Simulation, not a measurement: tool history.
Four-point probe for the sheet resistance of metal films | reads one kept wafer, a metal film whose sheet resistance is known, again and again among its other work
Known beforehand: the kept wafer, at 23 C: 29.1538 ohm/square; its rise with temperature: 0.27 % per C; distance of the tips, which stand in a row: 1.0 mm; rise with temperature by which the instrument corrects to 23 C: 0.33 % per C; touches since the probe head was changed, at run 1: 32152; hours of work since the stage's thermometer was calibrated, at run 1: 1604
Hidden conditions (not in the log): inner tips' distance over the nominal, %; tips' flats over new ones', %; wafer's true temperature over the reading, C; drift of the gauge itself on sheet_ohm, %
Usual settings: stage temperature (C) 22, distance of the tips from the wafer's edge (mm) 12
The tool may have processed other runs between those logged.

run,day,stage temperature (C),distance of the tips from the wafer's edge (mm),touches since the probe head was changed,hours of work since the stage's thermometer was calibrated,sheet resistance as the instrument gives it (ohm/square)
1,0,22,12,32152,1604,29.296374
2,4.242,22,12,35589,1662,29.283773
3,7.112,22,7,37916,1701,29.488765
4,12.204,33,7,42043,1770,29.260866
5,15.879,33,4,45021,1820,29.883021
6,20.483,34,12,48750,1883,29.020359
7,23.25,32,5,50992,1921,29.558596
8,27.7,32,5,54601,1981,29.544423
# day 28.125: stage's thermometer calibrated
9,32.271,20,4,58287,56,30.108655
10,36.212,20,4,61481,110,30.105722
11,38.292,25,5,63167,138,29.660301

Predict each of these 5 candidate next runs independently; none follows another, all start after run 11:
A,43.108,19,13,67071,204,?
B,43.108,26,7,67071,204,?
C,43.108,33,5,67071,204,?
D,43.108,34,12,67071,204,?
E,43.108,31,41,67071,204,?

run,sheet resistance as the instrument gives it (ohm/square)
A,29.243557
B,29.337601
C,29.498975
D,28.990553
E,28.942526
Stripped of hidden state, with their random variation kept, the same runs would have yielded:
run,sheet resistance as the instrument gives it (ohm/square)
A,29.320849
B,29.415522
C,29.577669
D,29.068087
E,29.01978

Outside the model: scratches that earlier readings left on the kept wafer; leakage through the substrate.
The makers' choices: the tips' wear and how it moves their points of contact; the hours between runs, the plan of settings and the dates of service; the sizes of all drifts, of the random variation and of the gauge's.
